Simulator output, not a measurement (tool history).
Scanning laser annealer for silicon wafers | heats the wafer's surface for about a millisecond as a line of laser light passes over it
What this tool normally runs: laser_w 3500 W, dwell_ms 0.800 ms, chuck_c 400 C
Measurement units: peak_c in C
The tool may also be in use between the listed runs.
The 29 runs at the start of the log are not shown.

run,day,laser_w,dwell_ms,chuck_c,hours of work since the window was cleaned,hours of work since the power meter was calibrated,hours of work since the optics were aligned,peak_c
30,13.842,3337,0.679,416,56,484,139,1125
31,14.388,3337,0.679,416,67,494,150,1122
32,14.992,3337,0.679,416,78,506,161,1123
33,15.604,3337,0.679,416,90,517,173,1123
34,16.154,3324,0.645,440,100,528,183,1125
35,16.583,3324,0.948,368,108,536,191,1197
36,17.071,3324,0.948,365,118,545,201,1190
37,17.621,2991,0.635,398,128,556,211,1012
38,18.267,3685,0.800,396,141,568,223,1230
39,18.608,3332,0.800,400,147,575,230,1162
40,18.892,3332,0.800,400,152,580,235,1161

4 options for the next run, each taken on its own from the tool as it stands now. Forecast them:
A,19.250,3204,0.870,400,159,587,242,?
B,19.250,3312,0.566,382,159,587,242,?
C,19.250,3500,0.800,433,159,587,242,?
D,19.250,3651,0.603,410,159,587,242,?

run,peak_c
A,1161
B,1023
C,1228
D,1134
Stripped of hidden state, with their random variation kept, the same runs would have yielded:
run,peak_c
A,1176
B,1035
C,1243
D,1148

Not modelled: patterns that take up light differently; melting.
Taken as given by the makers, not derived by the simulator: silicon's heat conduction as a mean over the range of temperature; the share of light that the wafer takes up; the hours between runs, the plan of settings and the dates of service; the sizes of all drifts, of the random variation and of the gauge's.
